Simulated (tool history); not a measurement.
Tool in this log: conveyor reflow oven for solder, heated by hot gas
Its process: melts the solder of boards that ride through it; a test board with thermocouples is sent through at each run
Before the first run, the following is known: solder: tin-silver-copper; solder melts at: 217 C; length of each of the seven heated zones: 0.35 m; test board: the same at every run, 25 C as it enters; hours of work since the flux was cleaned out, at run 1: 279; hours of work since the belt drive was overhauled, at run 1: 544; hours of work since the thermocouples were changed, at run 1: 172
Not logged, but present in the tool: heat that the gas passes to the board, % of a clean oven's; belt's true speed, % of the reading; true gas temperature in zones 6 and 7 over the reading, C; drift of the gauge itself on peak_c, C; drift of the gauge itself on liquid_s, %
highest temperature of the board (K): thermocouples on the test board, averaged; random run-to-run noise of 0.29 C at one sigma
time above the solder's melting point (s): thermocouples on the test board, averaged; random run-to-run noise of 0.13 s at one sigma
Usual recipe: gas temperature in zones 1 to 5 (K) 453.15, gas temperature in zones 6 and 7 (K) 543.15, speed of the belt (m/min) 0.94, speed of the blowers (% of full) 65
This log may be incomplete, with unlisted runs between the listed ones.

run,hour,gas temperature in zones 1 to 5 (K),gas temperature in zones 6 and 7 (K),speed of the belt (m/min),speed of the blowers (% of full),hours of work since the flux was cleaned out,hours of work since the belt drive was overhauled,hours of work since the thermocouples were changed,highest temperature of the board (K),time above the solder's melting point (s)
1,0,453.15,543.15,0.94,65,279,544,172,526.45,35.4
2,11.4,453.15,543.15,0.94,65,286,551,179,526.35,35.5
3,24.4,453.15,543.15,0.94,65,294,559,187,526.05,35.3
4,43.3,453.15,543.15,0.94,65,306,571,199,526.65,35.3
# hour 49.9: flux residue cleaned out of gas plates and filters
5,64.6,453.15,543.15,0.94,65,9,582,209,524.95,34.7
6,83.7,449.15,543.15,0.94,65,21,593,221,524.95,33.6
7,96.7,449.15,543.15,0.94,65,29,602,229,524.65,33.3
8,113.2,453.15,543.15,1.034,65,40,612,240,522.45,29.4

Expected results for the next run?
# hour 125.8: flux residue cleaned out of gas plates and filters, once more
9,140.7,453.15,543.15,1.034,65,9,626,254,?,?

{"run 9": {"highest temperature of the board (K)": 524.75, "time above the solder's melting point (s)": 31.3}}
Take away the tool's hidden state, keep the run-to-run variation as it was, and the same run would have given highest temperature of the board (K) 525.75, time above the solder's melting point (s) 31.5.
